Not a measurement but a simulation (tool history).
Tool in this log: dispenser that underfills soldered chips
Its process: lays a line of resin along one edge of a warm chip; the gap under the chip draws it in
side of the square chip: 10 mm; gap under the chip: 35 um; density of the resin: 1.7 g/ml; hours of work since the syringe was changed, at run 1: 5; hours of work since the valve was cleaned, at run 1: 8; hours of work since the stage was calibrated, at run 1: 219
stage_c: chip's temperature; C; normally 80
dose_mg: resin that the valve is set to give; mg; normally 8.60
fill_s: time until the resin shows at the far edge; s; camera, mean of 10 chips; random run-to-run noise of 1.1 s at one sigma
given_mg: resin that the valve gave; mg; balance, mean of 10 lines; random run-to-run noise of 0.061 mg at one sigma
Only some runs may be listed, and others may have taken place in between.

run,hour,stage_c,dose_mg,hours of work since the syringe was changed,hours of work since the valve was cleaned,hours of work since the stage was calibrated,fill_s,given_mg
1,0.0,80,8.60,5,8,219,141.0,8.57
# hour 3.8: new syringe of resin
2,7.5,84,8.60,3,13,224,109.0,8.56
# hour 13.7: new syringe of resin
3,16.6,84,8.60,2,20,230,103.2,8.42
# hour 24.1: new syringe of resin
4,24.9,80,8.60,1,26,236,110.0,8.42
5,31.4,80,7.79,5,30,241,142.5,7.77
# hour 34.5: new syringe of resin
6,37.3,80,9.63,2,35,245,119.2,9.38
7,41.6,80,8.88,5,38,248,138.4,8.71
# hour 44.8: new syringe of resin
8,50.2,80,8.60,4,44,254,131.4,8.34
# hour 54.5: new syringe of resin
9,55.3,80,8.60,1,47,258,112.1,8.43
10,62.6,80,8.60,6,53,263,144.6,8.38
# hour 64.2: new syringe of resin
11,72.7,93,8.60,6,60,270,97.0,8.31
# hour 73.9: new syringe of resin
12,83.2,80,8.60,7,67,278,155.4,8.21
# hour 84.2: new syringe of resin
13,88.0,80,8.60,3,71,281,127.2,8.21
14,93.1,80,8.60,6,74,285,152.2,8.23
# hour 94.1: new syringe of resin
15,103.1,80,8.60,7,81,292,151.9,8.26
# hour 104.1: new syringe of resin
16,107.6,80,8.60,3,84,295,128.7,8.15
# hour 114.6: new syringe of resin
17,116.7,75,8.60,2,91,301,146.7,8.13
# hour 124.4: new syringe of resin
18,126.2,73,8.51,1,98,308,154.2,8.00
# hour 134.4: new syringe of resin
19,135.3,72,9.91,1,104,314,148.3,9.42
# hour 144.1: new syringe of resin
20,145.5,72,9.91,1,111,322,153.8,9.32
21,150.4,80,7.69,5,115,325,146.0,7.23
# hour 153.2: dispensing valve cleaned and set on the balance
# hour 154.8: new syringe of resin
22,161.2,80,7.69,5,6,332,147.1,7.77
# hour 164.8: new syringe of resin
23,168.5,65,8.41,3,11,337,220.1,8.38
# hour 175.1: new syringe of resin
24,178.5,82,10.83,3,18,344,116.1,10.74
# hour 185.0: new syringe of resin
25,188.0,82,10.83,2,25,351,115.9,10.77
# hour 195.1: new syringe of resin
26,196.6,82,10.83,1,31,357,108.7,10.66
27,203.0,82,10.83,6,35,362,137.0,10.61
# hour 205.4: new syringe of resin
28,213.3,89,10.69,6,43,369,109.7,10.46
# hour 215.2: new syringe of resin
29,222.5,84,7.99,5,49,376,130.5,7.76
# hour 225.0: new syringe of resin
30,227.6,76,7.39,2,53,379,151.3,7.17
31,234.1,82,7.39,7,57,384,152.4,7.18
# hour 235.2: new syringe of resin
32,244.6,81,10.89,7,65,391,148.2,10.50
# hour 245.5: new syringe of resin
33,251.5,81,10.89,4,70,396,128.4,10.43
# hour 255.6: new syringe of resin
34,260.3,66,9.51,3,76,402,225.1,9.15

What if the next run were any one of these 5? Each begins from the tool's condition after run 34:
# hour 265.7: new syringe of resin
A,269.4,80,9.94,3,82,409,?,?
# hour 265.7: new syringe of resin
B,269.4,92,7.35,3,82,409,?,?
# hour 265.7: new syringe of resin
C,269.4,67,9.73,3,82,409,?,?
# hour 265.7: new syringe of resin
D,269.4,93,9.54,3,82,409,?,?
# hour 265.7: new syringe of resin
E,269.4,66,11.02,3,82,409,?,?

run,fill_s,given_mg
A,129.5,9.56
B,92.0,7.01
C,203.9,9.39
D,85.2,9.12
E,213.1,10.71
Without the tool's unlogged condition, the same runs would have read:
run,fill_s,given_mg
A,102.0,9.98
B,71.9,7.32
C,159.4,9.80
D,67.5,9.52
E,167.1,11.18
